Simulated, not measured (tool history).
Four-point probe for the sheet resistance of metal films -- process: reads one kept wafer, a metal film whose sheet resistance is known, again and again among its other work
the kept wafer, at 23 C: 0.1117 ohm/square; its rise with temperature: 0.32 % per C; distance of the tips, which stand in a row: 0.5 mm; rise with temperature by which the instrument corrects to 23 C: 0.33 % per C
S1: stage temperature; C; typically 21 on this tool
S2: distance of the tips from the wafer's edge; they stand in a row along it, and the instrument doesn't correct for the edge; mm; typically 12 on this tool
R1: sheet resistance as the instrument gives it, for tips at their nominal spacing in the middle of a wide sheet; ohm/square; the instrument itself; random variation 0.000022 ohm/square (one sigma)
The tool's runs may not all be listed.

run   hour  S1  S2        R1
  1      0  21  12  0.111862
  2   15.6  21  12  0.111835
  3   28.8  21  12  0.111841
  4   39.2  21  12  0.111846
  5   50.1  21   7  0.112081
  6   62.8  21  12  0.111897
  7   73.9  21  12  0.111864
  8     89  21  10  0.111931
  9  103.4  21  10  0.111926
 10  120.1  21  10  0.111922
 11  127.6  21  10  0.111915
 12  143.3  29  12  0.111829
 13  153.8  29  12  0.111837
 14  170.2  21  12  0.111876
 15  186.6  21  11  0.111933
 16    199  21  11  0.111935
 17  211.5  21  75  0.111787
 18  229.2  22  12  0.111882
 19  239.7  22  28  0.111842
 20    250  21  50   0.11183
 21  259.4  21  12  0.111915
 22  273.5  21  12  0.111925
 23  283.8  21  12  0.111938
 24  298.2  21  12  0.111971
 25  308.4  21  12  0.111911
 26  323.8  33  72  0.111762
 27  341.3  25  58   0.11181
 28  358.3  25  58  0.111805
 29  372.9  20   4  0.112789
 30  380.9  21  54  0.111864
 31  388.8  29  12   0.11188
 32  405.8  19  17    0.1119
 33  419.8  19  17  0.111894
 34  429.2  21  58  0.111865
 35  445.9  21  58  0.111853
 36  460.3  21  58   0.11187
 37  471.9  24  58  0.111824
 38  485.1  24  58  0.111833
 39  495.5  21   9  0.112058
 40  506.8  24   7  0.112165
 41  522.5  24   7  0.112175
 42    536  19  11  0.112007
 43  548.8  23  22  0.111867
 44  564.5  23  22    0.1119
 45  575.9  23  22  0.111895

Below, some changes in R1 between adjacent runs. For each, the amount present without the hidden state too (settings, incoming material, random variation) and the amount remaining for the hidden state with gauge scatter not shared by both compared results:
The hidden state here: inner tips' distance over the nominal, %; tips' flats over new ones', %; wafer's true temperature over the reading, C; drift of the gauge itself on sheet_ohm, %.
Run 4 -> 5: S2 12 -> 7. R1 +0.000235 ohm/square: hidden state +0.000002, all else +0.000233.
Run 11 -> 12: S1 21 -> 29, S2 10 -> 12. R1 -0.000086 ohm/square: hidden state +0.000005, all else -0.000091.
Run 17 -> 18: S1 21 -> 22, S2 75 -> 12. R1 +0.000095 ohm/square: hidden state +0.000005, all else +0.00009.
Run 25 -> 26: S1 21 -> 33, S2 12 -> 72. R1 -0.000149 ohm/square: hidden state +0.000005, all else -0.000154.
Run 28 -> 29: S1 25 -> 20, S2 58 -> 4. R1 +0.000984 ohm/square: hidden state +0.000003, all else +0.000981.
Run 29 -> 30: S1 20 -> 21, S2 4 -> 54. R1 -0.000925 ohm/square: hidden state +0, all else -0.000925.

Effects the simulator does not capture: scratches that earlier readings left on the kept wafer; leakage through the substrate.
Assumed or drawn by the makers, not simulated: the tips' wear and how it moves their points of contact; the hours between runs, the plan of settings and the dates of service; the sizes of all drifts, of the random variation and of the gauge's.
